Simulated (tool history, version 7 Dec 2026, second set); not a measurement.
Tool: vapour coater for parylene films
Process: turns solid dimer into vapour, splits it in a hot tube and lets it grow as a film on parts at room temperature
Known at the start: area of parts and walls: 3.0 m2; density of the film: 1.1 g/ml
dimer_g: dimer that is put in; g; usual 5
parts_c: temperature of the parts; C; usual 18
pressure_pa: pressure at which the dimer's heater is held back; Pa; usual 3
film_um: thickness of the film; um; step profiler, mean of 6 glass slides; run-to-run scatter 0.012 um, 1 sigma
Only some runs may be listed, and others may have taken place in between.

Run 1, hour 0: usual settings. Result: film_um 0.8 um.
At hour 8.8: trap's valve overhauled.
Run 2, hour 35.6: usual settings. Result: film_um 0.87 um.
Run 3, hour 56.1: usual settings. Result: film_um 0.86 um.
Run 4, hour 80.9: usual settings. Result: film_um 0.87 um.
Run 5, hour 108.2: usual settings. Result: film_um 0.87 um.
Run 6, hour 131: usual settings. Result: film_um 0.86 um.
Run 7, hour 161: usual settings. Result: film_um 0.85 um.
Run 8, hour 179.7: usual settings. Result: film_um 0.85 um.
Run 9, hour 203.8: usual settings but parts_c 19 C. Result: film_um 0.83 um.
Run 10, hour 233.5: usual settings but parts_c 19 C. Result: film_um 0.82 um.
Run 11, hour 250.4: usual settings but dimer_g 3 g. Result: film_um 0.5 um.
Run 12, hour 276.7: usual settings but dimer_g 3 g. Result: film_um 0.52 um.
Run 13, hour 308.6: usual settings but dimer_g 3 g. Result: film_um 0.52 um.
Run 14, hour 334.1: usual settings but dimer_g 3 g. Result: film_um 0.51 um.
Run 15, hour 359: usual settings but dimer_g 3 g. Result: film_um 0.51 um.
Run 16, hour 379.3: usual settings but dimer_g 3 g. Result: film_um 0.51 um.
Run 17, hour 404.9: usual settings but dimer_g 3 g. Result: film_um 0.49 um.
Run 18, hour 420.5: usual settings but dimer_g 3 g. Result: film_um 0.49 um.
Run 19, hour 440.2: usual settings. Result: film_um 0.82 um.
Run 20, hour 471.3: usual settings but pressure_pa 2.92 Pa. Result: film_um 0.81 um.
Run 21, hour 489: usual settings. Result: film_um 0.82 um.
Run 22, hour 504.1: usual settings but dimer_g 7 g. Result: film_um 1.12 um.
At hour 510: trap's valve overhauled.
Run 23, hour 528.8: usual settings but pressure_pa 3.75 Pa. Result: film_um 0.83 um.
Run 24, hour 556.3: usual settings but pressure_pa 3.75 Pa. Result: film_um 0.83 um.
Run 25, hour 575.1: usual settings but dimer_g 8 g, pressure_pa 4.16 Pa. Result: film_um 1.32 um.
Run 26, hour 598.6: usual settings but dimer_g 3 g, parts_c 23 C. Result: film_um 0.44 um.
Run 27, hour 622.4: usual settings but dimer_g 3 g, parts_c 23 C. Result: film_um 0.42 um.
Run 28, hour 645.9: usual settings but dimer_g 3 g, parts_c 23 C. Result: film_um 0.42 um.
Run 29, hour 677.5: usual settings but dimer_g 3 g, pressure_pa 9.78 Pa. Result: film_um 0.43 um.
Run 30, hour 704.7: usual settings but dimer_g 3 g, pressure_pa 9.78 Pa. Result: film_um 0.4 um.
Run 31, hour 736.4: usual settings but dimer_g 3 g, pressure_pa 9.78 Pa. Result: film_um 0.42 um.
Run 32, hour 750.5: usual settings but dimer_g 3 g, pressure_pa 9.78 Pa. Result: film_um 0.44 um.
Run 33, hour 776.2: usual settings but dimer_g 2 g, parts_c 12 C, pressure_pa 6.06 Pa. Result: film_um 0.39 um.
Run 34, hour 803.8: usual settings but dimer_g 2 g, parts_c 12 C, pressure_pa 6.06 Pa. Result: film_um 0.36 um.
Run 35, hour 822.9: usual settings but dimer_g 2 g, parts_c 12 C, pressure_pa 6.06 Pa. Result: film_um 0.38 um.
Run 36, hour 836.1: usual settings but dimer_g 2 g, parts_c 12 C, pressure_pa 6.06 Pa. Result: film_um 0.38 um.
Run 37, hour 855.4: usual settings but parts_c 19 C. Result: film_um 0.8 um.
Run 38, hour 877: usual settings but parts_c 19 C. Result: film_um 0.8 um.
Run 39, hour 898.4: usual settings but parts_c 28 C, pressure_pa 10.54 Pa. Result: film_um 0.47 um.
Run 40, hour 929.8: usual settings but dimer_g 2 g, parts_c 28 C, pressure_pa 9.14 Pa. Result: film_um 0.18 um.
Run 41, hour 961.7: usual settings but parts_c 12 C. Result: film_um 1.03 um.
Run 42, hour 989.2: usual settings but dimer_g 3 g, parts_c 23 C, pressure_pa 2.1 Pa. Result: film_um 0.42 um.
Run 43, hour 1003.5: usual settings but dimer_g 4 g, pressure_pa 2.1 Pa. Result: film_um 0.67 um.
At hour 1011.8: trap's valve overhauled.
Run 44, hour 1035: usual settings but dimer_g 4 g, pressure_pa 2.1 Pa. Result: film_um 0.73 um.
Run 45, hour 1052.4: usual settings but dimer_g 2 g, parts_c 14 C, pressure_pa 6.51 Pa. Result: film_um 0.36 um.
Run 46, hour 1083.2: usual settings but dimer_g 2 g, parts_c 14 C, pressure_pa 6.51 Pa. Result: film_um 0.38 um.

Hidden state or all else? Some run-to-run changes of film_um, split into what the settings, what came in and random variation would give without the hidden state, and what is left for the hidden state (with any gauge scatter that isn't in both results):
Hidden state present: vapour lost through the trap's worn valve, %; true temperature of the parts over the reading, C; drift of the gauge itself on film_um, %.
Run 22 -> 23: dimer_g 7 -> 5, pressure_pa 3 -> 3.75, trap's valve overhauled. film_um -0.29 um: hidden state +0.12, all else -0.41.
Run 25 -> 26: dimer_g 8 -> 3, parts_c 18 -> 23, pressure_pa 4.16 -> 3. film_um -0.88 um: hidden state +0.05, all else -0.93.
Run 40 -> 41: dimer_g 2 -> 5, parts_c 28 -> 12, pressure_pa 9.14 -> 3. film_um +0.85 um: hidden state -0.12, all else +0.97.
Run 41 -> 42: dimer_g 5 -> 3, parts_c 12 -> 23, pressure_pa 3 -> 2.1. film_um -0.61 um: hidden state +0.08, all else -0.69.
